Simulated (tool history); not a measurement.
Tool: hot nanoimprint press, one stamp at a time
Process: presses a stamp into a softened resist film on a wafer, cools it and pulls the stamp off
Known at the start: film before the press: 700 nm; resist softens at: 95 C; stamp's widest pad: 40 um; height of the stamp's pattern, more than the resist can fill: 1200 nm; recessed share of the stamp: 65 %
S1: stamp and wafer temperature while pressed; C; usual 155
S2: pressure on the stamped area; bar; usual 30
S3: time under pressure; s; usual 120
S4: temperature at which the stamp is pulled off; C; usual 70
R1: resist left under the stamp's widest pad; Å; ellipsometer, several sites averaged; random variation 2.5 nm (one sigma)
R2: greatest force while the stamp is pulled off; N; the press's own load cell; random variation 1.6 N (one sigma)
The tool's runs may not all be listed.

run     day   S1    S2   S3  S4    R1   R2
  1       0  155    30  120  70  4060  118
  2   0.821  155    30  120  70  4063  113
  3   1.475  155    30  120  70  4060  119
  4   2.321  155    30  120  70  4083  115
  5   3.788  155    30  126  70  3985  114
  6   5.246  155    30  126  70  3967  112
  7   5.892  155    30  120  70  4014  115
  8   6.633  155    30  120  70  4053  114
  9   7.329  155    30  120  70  4017  112
 10   8.396  155    30  120  70  4056  116
 11   9.162  155    30  120  70  4023  114
 12  10.042  155    30  120  70  4068  113
 13  10.783  155    30  120  70  4061  113
 14  12.162  155    30  120  75  4088  107
 15  13.396  155    30  120  75  4077  109
 16  14.112  155    30  120  75  4060  112
 17  14.925  155    30  120  75  4057  107
 18  15.875  144    30  120  58  6157  126
 19  17.096  152    30  126  66  4614  119
 20  17.917  155    30  129  74  3987  109
 21  19.183  155  24.1   73  74  4981  111
 22  19.879  155  24.1   73  74  5056  109
 23  20.633  155  40.7  200  74  2962  108
 24  21.529  148  25.8  106  68  5793  117
 25  22.433  148  29.9  106  68  5660  118
 26  23.879  160    30  120  73  3139  109
 27  25.038  157    30   83  72  4098  110
 28   26.25  155    21  103  64  4901  120
 29  27.325  161    30  120  70  2978  114
 30  28.412  155    30   88  58  4381  127

Forecast each of these 4 alternatives for the next run:
  A  29.896  146  18.5   88  69   ?   ?
  B  29.896  158  34.3  207  58   ?   ?
  C  29.896  154    30   88  58   ?   ?
  D  29.896  155    25   88  58   ?   ?

run    R1   R2
  A  6522  113
  B  2668  125
  C  4562  129
  D  4792  127
Without the tool's hidden state the same runs would have given:
run    R1   R2
  A  6527  113
  B  2678  124
  C  4575  128
  D  4805  126
